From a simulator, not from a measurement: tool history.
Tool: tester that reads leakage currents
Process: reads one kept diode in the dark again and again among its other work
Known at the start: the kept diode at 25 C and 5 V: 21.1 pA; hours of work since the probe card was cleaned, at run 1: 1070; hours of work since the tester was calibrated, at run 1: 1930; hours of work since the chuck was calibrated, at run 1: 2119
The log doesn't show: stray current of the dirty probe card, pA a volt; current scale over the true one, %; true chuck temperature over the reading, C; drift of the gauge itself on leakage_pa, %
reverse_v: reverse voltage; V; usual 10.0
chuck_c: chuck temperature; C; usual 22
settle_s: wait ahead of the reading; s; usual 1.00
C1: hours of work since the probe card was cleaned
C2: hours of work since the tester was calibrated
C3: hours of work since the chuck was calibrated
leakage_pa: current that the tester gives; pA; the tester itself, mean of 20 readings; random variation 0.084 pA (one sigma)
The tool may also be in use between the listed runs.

{"run": 1, "day": 0.0, "reverse_v": 10.0, "chuck_c": 22, "settle_s": 1.0, "C1": 1070, "C2": 1930, "C3": 2119, "leakage_pa": 22.37}
{"day": 1.017, "done": "chuck's temperature calibrated"}
{"run": 2, "day": 10.525, "reverse_v": 3.5, "chuck_c": 22, "settle_s": 1.0, "C1": 1216, "C2": 2076, "C3": 133, "leakage_pa": 13.82}
{"run": 3, "day": 20.042, "reverse_v": 3.5, "chuck_c": 22, "settle_s": 1.0, "C1": 1348, "C2": 2209, "C3": 265, "leakage_pa": 13.65}
{"run": 4, "day": 28.862, "reverse_v": 3.5, "chuck_c": 22, "settle_s": 1.0, "C1": 1471, "C2": 2331, "C3": 388, "leakage_pa": 13.72}
{"day": 31.029, "done": "tester calibrated"}
{"run": 5, "day": 39.892, "reverse_v": 3.5, "chuck_c": 22, "settle_s": 1.0, "C1": 1624, "C2": 123, "C3": 541, "leakage_pa": 13.65}
{"run": 6, "day": 48.292, "reverse_v": 10.0, "chuck_c": 34, "settle_s": 1.0, "C1": 1741, "C2": 241, "C3": 658, "leakage_pa": 68.18}
{"run": 7, "day": 53.733, "reverse_v": 10.0, "chuck_c": 34, "settle_s": 1.0, "C1": 1817, "C2": 316, "C3": 733, "leakage_pa": 69.07}
{"run": 8, "day": 61.312, "reverse_v": 10.0, "chuck_c": 34, "settle_s": 1.0, "C1": 1922, "C2": 422, "C3": 839, "leakage_pa": 68.23}
{"run": 9, "day": 66.458, "reverse_v": 10.0, "chuck_c": 34, "settle_s": 1.0, "C1": 1994, "C2": 494, "C3": 911, "leakage_pa": 68.53}
{"run": 10, "day": 71.167, "reverse_v": 13.0, "chuck_c": 34, "settle_s": 1.0, "C1": 2060, "C2": 559, "C3": 976, "leakage_pa": 76.88}
{"run": 11, "day": 78.554, "reverse_v": 13.0, "chuck_c": 34, "settle_s": 1.0, "C1": 2162, "C2": 662, "C3": 1079, "leakage_pa": 77.29}
{"run": 12, "day": 89.783, "reverse_v": 10.0, "chuck_c": 22, "settle_s": 1.0, "C1": 2319, "C2": 819, "C3": 1236, "leakage_pa": 22.37}
{"run": 13, "day": 96.612, "reverse_v": 10.0, "chuck_c": 22, "settle_s": 1.0, "C1": 2414, "C2": 914, "C3": 1331, "leakage_pa": 22.43}
{"run": 14, "day": 101.854, "reverse_v": 2.1, "chuck_c": 22, "settle_s": 1.0, "C1": 2487, "C2": 987, "C3": 1404, "leakage_pa": 10.87}
{"run": 15, "day": 112.746, "reverse_v": 10.0, "chuck_c": 22, "settle_s": 1.0, "C1": 2639, "C2": 1139, "C3": 1556, "leakage_pa": 22.42}
{"run": 16, "day": 119.817, "reverse_v": 10.0, "chuck_c": 22, "settle_s": 1.0, "C1": 2737, "C2": 1237, "C3": 1654, "leakage_pa": 22.3}
{"run": 17, "day": 126.929, "reverse_v": 10.0, "chuck_c": 22, "settle_s": 1.0, "C1": 2837, "C2": 1336, "C3": 1753, "leakage_pa": 22.39}
{"run": 18, "day": 136.171, "reverse_v": 10.0, "chuck_c": 47, "settle_s": 1.0, "C1": 2965, "C2": 1465, "C3": 1882, "leakage_pa": 212.49}
{"run": 19, "day": 145.617, "reverse_v": 10.0, "chuck_c": 47, "settle_s": 1.0, "C1": 3097, "C2": 1597, "C3": 2014, "leakage_pa": 212.71}
{"run": 20, "day": 151.017, "reverse_v": 10.0, "chuck_c": 47, "settle_s": 1.0, "C1": 3172, "C2": 1672, "C3": 2089, "leakage_pa": 211.44}
{"day": 154.275, "done": "probe card cleaned and baked"}
{"day": 154.358, "done": "chuck's temperature calibrated"}
{"run": 21, "day": 159.446, "reverse_v": 10.0, "chuck_c": 47, "settle_s": 1.0, "C1": 71, "C2": 1786, "C3": 71, "leakage_pa": 212.19}
{"run": 22, "day": 165.571, "reverse_v": 16.1, "chuck_c": 24, "settle_s": 2.41, "C1": 156, "C2": 1872, "C3": 156, "leakage_pa": 33.04}

Run 23 comes next. What will it give?
{"run": 23, "day": 171.954, "reverse_v": 12.7, "chuck_c": 28, "settle_s": 7.24, "C1": 245, "C2": 1961, "C3": 245, "leakage_pa": "?"}

leakage_pa: 43.37 pA
Without the tool's hidden state the same run would have given leakage_pa 43.37 pA.

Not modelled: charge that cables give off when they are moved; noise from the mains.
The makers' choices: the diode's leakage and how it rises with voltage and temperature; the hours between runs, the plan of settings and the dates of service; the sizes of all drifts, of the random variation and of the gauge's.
